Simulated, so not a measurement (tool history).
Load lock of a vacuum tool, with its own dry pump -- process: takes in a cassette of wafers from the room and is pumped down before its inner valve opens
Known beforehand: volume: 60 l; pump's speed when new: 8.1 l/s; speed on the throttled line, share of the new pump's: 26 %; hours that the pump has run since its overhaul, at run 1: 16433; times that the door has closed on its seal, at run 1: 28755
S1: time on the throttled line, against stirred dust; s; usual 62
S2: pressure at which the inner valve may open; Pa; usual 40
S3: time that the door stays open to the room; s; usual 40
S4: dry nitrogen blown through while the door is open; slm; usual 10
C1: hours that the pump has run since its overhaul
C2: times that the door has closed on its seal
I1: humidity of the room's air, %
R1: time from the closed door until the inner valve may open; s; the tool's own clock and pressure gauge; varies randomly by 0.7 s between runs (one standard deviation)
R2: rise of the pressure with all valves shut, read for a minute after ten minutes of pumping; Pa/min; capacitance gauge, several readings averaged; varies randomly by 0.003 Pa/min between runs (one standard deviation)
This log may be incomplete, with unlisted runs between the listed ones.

run    hour  S1  S2   S3  S4     C1     C2    I1     R1     R2
  1       0  62  40   40  10  16433  28755  42.1    103  0.017
      312.4  -- door's seal changed, seat wiped
  2   464.9  62  40   40  10  16896    267    45  105.9  0.014
  3     943  62  40   40  10  17375   1104  43.3  105.2  0.022
  4  1399.9  62  40   40  10  17831   1903  47.4  104.2  0.025
  5  1714.3  80  40   40  10  18146   2453  42.5    118  0.016
  6  2067.1  80  40   40  10  18499   3070  43.6  117.7  0.018
  7  2482.5  80  40   40  10  18914   3797  49.5  117.1  0.021
  8  2781.7  80  40   40  10  19213   4321  45.4  117.6  0.017
  9  3074.7  80  40   40  10  19506   4834  47.3  117.9   0.02
 10  3488.2  34  40   40  20  19920   5557  40.8   83.4  0.012
 11  3785.8  37  77   79  31  20217   6078  46.1   81.1  0.013
 12  4130.8  67  45  114   9  20562   6682  43.7  106.2  0.033
 13  4577.6  67  40   68  10  21009   7463  40.7  107.7  0.025
 14  4829.2  62  52   47  10  21261   7904  45.8  102.1  0.023
 15  5259.4  38  47   40   5  21691   8656  43.1   86.4  0.022
 16    5626  47  29   40  10  22058   9298  43.3   96.9  0.018
 17    5997  62  33  224  10  22429   9947    44  106.7  0.048
 18  6486.7  62  48   41  10  22918  10804  45.1  102.6  0.021

Predict each of these 5 candidate next runs independently; none follows another, all start after run 18:
  A  6945.5  97  57   41   9  23377  11607  44.3   ?   ?
  B  6945.5  62  48  163  10  23377  11607  46.9   ?   ?
  C  6945.5  37  35   40   6  23377  11607  41.6   ?   ?
  D  6945.5  62  56   61  10  23377  11607  44.9   ?   ?
  E  6945.5  62  48   51  10  23377  11607  45.1   ?   ?

run     R1     R2
  A  128.1  0.018
  B  104.2  0.036
  C   87.2  0.015
  D  102.5   0.02
  E  103.8  0.024
Take away the tool's hidden state, keep each run's random variation, and the runs would have read:
run     R1     R2
  A  128.1  0.018
  B  104.2  0.035
  C   87.2  0.015
  D  102.5   0.02
  E  103.8  0.024
